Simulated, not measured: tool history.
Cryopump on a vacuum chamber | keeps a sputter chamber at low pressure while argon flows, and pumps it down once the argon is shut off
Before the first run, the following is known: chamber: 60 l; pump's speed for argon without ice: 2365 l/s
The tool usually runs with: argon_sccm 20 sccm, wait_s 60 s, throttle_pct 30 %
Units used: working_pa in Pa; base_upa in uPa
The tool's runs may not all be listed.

run,day,argon_sccm,wait_s,throttle_pct,working_pa,base_upa
1,0.000,20,60,30,0.0487,1.55
2,3.158,20,60,30,0.0491,1.51
3,5.000,20,60,30,0.0494,1.54
4,7.096,20,60,30,0.0490,1.54
5,8.979,20,60,30,0.0493,1.59
6,11.767,20,60,16,0.0909,1.58
7,14.062,20,60,16,0.0914,1.59
8,15.833,20,60,16,0.0909,1.60
9,19.346,20,60,16,0.0911,1.54
10,22.492,20,60,16,0.0914,1.66
11,24.546,20,30,30,0.0498,2.47
12,27.967,20,30,30,0.0500,2.56
13,30.075,20,30,30,0.0503,2.50
14,32.383,20,30,30,0.0505,2.58
15,34.192,20,30,30,0.0505,2.55
16,36.679,20,30,30,0.0506,2.63
17,40.146,20,60,30,0.0508,1.76
18,43.733,20,103,30,0.0508,1.40
19,46.562,18,35,41,0.0346,2.41
20,48.412,18,35,41,0.0345,2.44
21,51.529,20,60,18,0.0828,1.81
22,54.433,9,60,48,0.0149,1.80
23,56.029,10,27,16,0.0469,2.95
24,57.846,9,27,16,0.0415,2.95
# day 59.967: pump warmed up, emptied and cooled again
25,61.446,20,114,30,0.0477,1.28
26,63.417,20,114,30,0.0478,1.26
27,65.238,26,110,30,0.0628,1.24
28,68.596,26,110,30,0.0624,1.29
29,71.271,26,110,30,0.0629,1.33
30,73.642,14,132,19,0.0534,1.26
31,76.933,14,132,19,0.0533,1.28
32,80.350,8,132,19,0.0301,1.29
33,82.879,12,28,19,0.0456,2.84
34,85.821,39,33,30,0.0947,2.56

Consider 3 possible next runs. They are alternatives, not a sequence: every one starts from the tool as it was left by run 34. What does each give?
A,87.850,20,87,30,?,?
B,87.850,16,60,24,?,?
C,87.850,23,60,30,?,?

run,working_pa,base_upa
A,0.0487,1.54
B,0.0488,1.79
C,0.0558,1.76
What these runs would have given with no unlogged condition in the tool:
run,working_pa,base_upa
A,0.0475,0.73
B,0.0478,1.00
C,0.0545,0.99
